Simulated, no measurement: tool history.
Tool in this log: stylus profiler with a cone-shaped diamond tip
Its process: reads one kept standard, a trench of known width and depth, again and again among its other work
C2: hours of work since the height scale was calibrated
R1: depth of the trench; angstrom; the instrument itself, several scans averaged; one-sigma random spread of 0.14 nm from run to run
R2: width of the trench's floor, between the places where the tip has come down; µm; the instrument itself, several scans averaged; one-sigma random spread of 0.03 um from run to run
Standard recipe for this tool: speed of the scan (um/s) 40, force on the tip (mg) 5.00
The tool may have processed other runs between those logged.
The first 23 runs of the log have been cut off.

{"run": 24, "hour": 281.2, "speed of the scan (um/s)": 40, "force on the tip (mg)": 5.0, "scans with this tip": 3939, "C2": 296, "R1": 5083.3, "R2": 97.23}
{"run": 25, "hour": 297.1, "speed of the scan (um/s)": 44, "force on the tip (mg)": 8.64, "scans with this tip": 4039, "C2": 304, "R1": 5120.8, "R2": 97.3}
{"run": 26, "hour": 308.6, "speed of the scan (um/s)": 106, "force on the tip (mg)": 9.63, "scans with this tip": 4113, "C2": 309, "R1": 5129.6, "R2": 97.17}
{"run": 27, "hour": 325.0, "speed of the scan (um/s)": 106, "force on the tip (mg)": 9.63, "scans with this tip": 4216, "C2": 317, "R1": 5130.9, "R2": 97.16}
{"run": 28, "hour": 342.7, "speed of the scan (um/s)": 106, "force on the tip (mg)": 9.63, "scans with this tip": 4328, "C2": 325, "R1": 5130.8, "R2": 97.18}
{"run": 29, "hour": 353.2, "speed of the scan (um/s)": 97, "force on the tip (mg)": 5.91, "scans with this tip": 4394, "C2": 330, "R1": 5094.7, "R2": 97.14}
{"run": 30, "hour": 372.0, "speed of the scan (um/s)": 40, "force on the tip (mg)": 4.14, "scans with this tip": 4513, "C2": 339, "R1": 5074.1, "R2": 97.27}
{"run": 31, "hour": 390.5, "speed of the scan (um/s)": 28, "force on the tip (mg)": 4.87, "scans with this tip": 4630, "C2": 348, "R1": 5082.5, "R2": 97.28}
{"run": 32, "hour": 402.8, "speed of the scan (um/s)": 16, "force on the tip (mg)": 4.87, "scans with this tip": 4708, "C2": 354, "R1": 5081.6, "R2": 97.32}
{"run": 33, "hour": 417.0, "speed of the scan (um/s)": 12, "force on the tip (mg)": 4.04, "scans with this tip": 4797, "C2": 361, "R1": 5070.9, "R2": 97.35}
{"run": 34, "hour": 436.0, "speed of the scan (um/s)": 75, "force on the tip (mg)": 4.04, "scans with this tip": 4918, "C2": 370, "R1": 5073.5, "R2": 97.16}
{"run": 35, "hour": 449.2, "speed of the scan (um/s)": 23, "force on the tip (mg)": 12.0, "scans with this tip": 5001, "C2": 376, "R1": 5153.9, "R2": 97.3}
{"run": 36, "hour": 467.7, "speed of the scan (um/s)": 47, "force on the tip (mg)": 5.34, "scans with this tip": 5118, "C2": 385, "R1": 5085.8, "R2": 97.28}
{"run": 37, "hour": 478.5, "speed of the scan (um/s)": 11, "force on the tip (mg)": 9.54, "scans with this tip": 5186, "C2": 390, "R1": 5130.8, "R2": 97.31}
{"run": 38, "hour": 490.3, "speed of the scan (um/s)": 11, "force on the tip (mg)": 9.54, "scans with this tip": 5261, "C2": 395, "R1": 5134.5, "R2": 97.32}
{"run": 39, "hour": 501.8, "speed of the scan (um/s)": 118, "force on the tip (mg)": 2.74, "scans with this tip": 5334, "C2": 401, "R1": 5056.7, "R2": 96.95}
{"run": 40, "hour": 513.2, "speed of the scan (um/s)": 12, "force on the tip (mg)": 1.83, "scans with this tip": 5405, "C2": 406, "R1": 5043.7, "R2": 97.24}
{"run": 41, "hour": 522.4, "speed of the scan (um/s)": 49, "force on the tip (mg)": 4.15, "scans with this tip": 5464, "C2": 411, "R1": 5075.5, "R2": 97.22}
{"run": 42, "hour": 537.4, "speed of the scan (um/s)": 49, "force on the tip (mg)": 5.18, "scans with this tip": 5558, "C2": 418, "R1": 5087.8, "R2": 97.22}
{"run": 43, "hour": 556.9, "speed of the scan (um/s)": 146, "force on the tip (mg)": 14.5, "scans with this tip": 5682, "C2": 427, "R1": 5172.5, "R2": 97.2}
{"run": 44, "hour": 565.7, "speed of the scan (um/s)": 146, "force on the tip (mg)": 14.5, "scans with this tip": 5737, "C2": 431, "R1": 5173.4, "R2": 97.2}
{"run": 45, "hour": 583.6, "speed of the scan (um/s)": 18, "force on the tip (mg)": 3.89, "scans with this tip": 5850, "C2": 440, "R1": 5072.1, "R2": 97.31}
{"run": 46, "hour": 591.9, "speed of the scan (um/s)": 68, "force on the tip (mg)": 11.16, "scans with this tip": 5903, "C2": 444, "R1": 5145.0, "R2": 97.26}
{"run": 47, "hour": 610.6, "speed of the scan (um/s)": 22, "force on the tip (mg)": 4.24, "scans with this tip": 6021, "C2": 452, "R1": 5077.8, "R2": 97.26}
{"run": 48, "hour": 619.7, "speed of the scan (um/s)": 22, "force on the tip (mg)": 4.24, "scans with this tip": 6079, "C2": 457, "R1": 5074.1, "R2": 97.3}

Below are 3 alternative next runs, each starting from the tool's condition after run 48. Predict each:
{"run": "A", "hour": 633.8, "speed of the scan (um/s)": 13, "force on the tip (mg)": 14.58, "scans with this tip": 6167, "C2": 463, "R1": "?", "R2": "?"}
{"run": "B", "hour": 633.8, "speed of the scan (um/s)": 153, "force on the tip (mg)": 4.24, "scans with this tip": 6167, "C2": 463, "R1": "?", "R2": "?"}
{"run": "C", "hour": 633.8, "speed of the scan (um/s)": 58, "force on the tip (mg)": 11.28, "scans with this tip": 6167, "C2": 463, "R1": "?", "R2": "?"}

run=A R1=5171.9 R2=97.25
run=B R1=5075.6 R2=96.92
run=C R1=5145.5 R2=97.27
Without the tool's hidden state the same runs would have given:
run=A R1=5171.7 R2=97.25
run=B R1=5075.5 R2=96.93
run=C R1=5145.4 R2=97.27

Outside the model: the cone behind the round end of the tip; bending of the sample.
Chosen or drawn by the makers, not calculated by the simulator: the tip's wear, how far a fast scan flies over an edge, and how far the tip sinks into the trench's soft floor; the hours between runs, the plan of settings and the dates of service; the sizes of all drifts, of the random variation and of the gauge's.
